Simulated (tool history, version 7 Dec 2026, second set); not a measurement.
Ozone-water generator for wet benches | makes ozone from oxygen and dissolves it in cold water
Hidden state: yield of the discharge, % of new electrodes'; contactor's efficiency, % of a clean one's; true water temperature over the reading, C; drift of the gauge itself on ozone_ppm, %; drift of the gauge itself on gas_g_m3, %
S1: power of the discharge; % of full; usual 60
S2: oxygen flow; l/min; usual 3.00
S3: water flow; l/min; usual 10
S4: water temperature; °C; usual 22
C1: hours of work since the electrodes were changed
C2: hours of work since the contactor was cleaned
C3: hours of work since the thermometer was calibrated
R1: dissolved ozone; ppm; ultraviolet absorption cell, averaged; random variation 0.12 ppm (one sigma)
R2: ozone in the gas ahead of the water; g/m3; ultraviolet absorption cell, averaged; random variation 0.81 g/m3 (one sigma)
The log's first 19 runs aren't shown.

| run | hour | S1 | S2 | S3 | S4 | C1 | C2 | C3 | R1 | R2 |
|---|---|---|---|---|---|---|---|---|---|---|
| 20 | 659.4 | 60 | 1.54 | 10 | 26 | 1628 | 4805 | 1755 | 8.4 | 156.8 |
| 21 | 698.8 | 60 | 1.54 | 10 | 26 | 1666 | 4843 | 1793 | 8.4 | 156.5 |
| 22 | 734.9 | 60 | 1.77 | 10 | 25 | 1701 | 4877 | 1828 | 8.7 | 146.6 |
|  | 773.1 | contactor cleaned |
| 23 | 774.7 | 73 | 4.32 | 10 | 22 | 1736 | 2 | 1862 | 12.7 | 118.4 |
| 24 | 825.3 | 51 | 2.80 | 10 | 22 | 1784 | 50 | 1911 | 10.0 | 110.7 |
| 25 | 860.6 | 60 | 3.00 | 10 | 15 | 1818 | 84 | 1945 | 12.3 | 119.2 |
| 26 | 904.0 | 46 | 3.00 | 10 | 18 | 1860 | 126 | 1986 | 10.0 | 99.5 |
| 27 | 951.9 | 46 | 3.00 | 10 | 18 | 1906 | 172 | 2033 | 9.9 | 100.5 |
| 28 | 997.5 | 82 | 3.88 | 7 | 24 | 1950 | 216 | 2076 | 16.1 | 131.3 |
| 29 | 1042.5 | 60 | 3.00 | 10 | 24 | 1993 | 259 | 2120 | 10.4 | 118.5 |
| 30 | 1092.2 | 60 | 3.00 | 10 | 24 | 2041 | 307 | 2168 | 10.6 | 118.4 |
| 31 | 1130.0 | 96 | 3.00 | 7 | 15 | 2078 | 343 | 2204 | 21.5 | 156.8 |
| 32 | 1172.1 | 65 | 3.87 | 7 | 14 | 2118 | 384 | 2244 | 17.0 | 112.2 |

4 ways to go on from here, each from the tool as it stands after run 32. What would each give?
| A | 1195.6 | 97 | 3.87 | 16 | 27 | 2141 | 407 | 2267 | ? | ? |
| B | 1195.6 | 68 | 4.42 | 10 | 17 | 2141 | 407 | 2267 | ? | ? |
| C | 1195.6 | 65 | 3.87 | 10 | 18 | 2141 | 407 | 2267 | ? | ? |
| D | 1195.6 | 53 | 3.00 | 11 | 22 | 2141 | 407 | 2267 | ? | ? |

| run | R1 | R2 |
|---|---|---|
| A | 9.5 | 143.1 |
| B | 13.0 | 110.0 |
| C | 12.5 | 111.4 |
| D | 9.1 | 109.6 |
Without the tool's hidden state the same runs would have given:
| run | R1 | R2 |
|---|---|---|
| A | 10.6 | 158.7 |
| B | 14.2 | 119.5 |
| C | 13.7 | 120.8 |
| D | 9.8 | 117.6 |
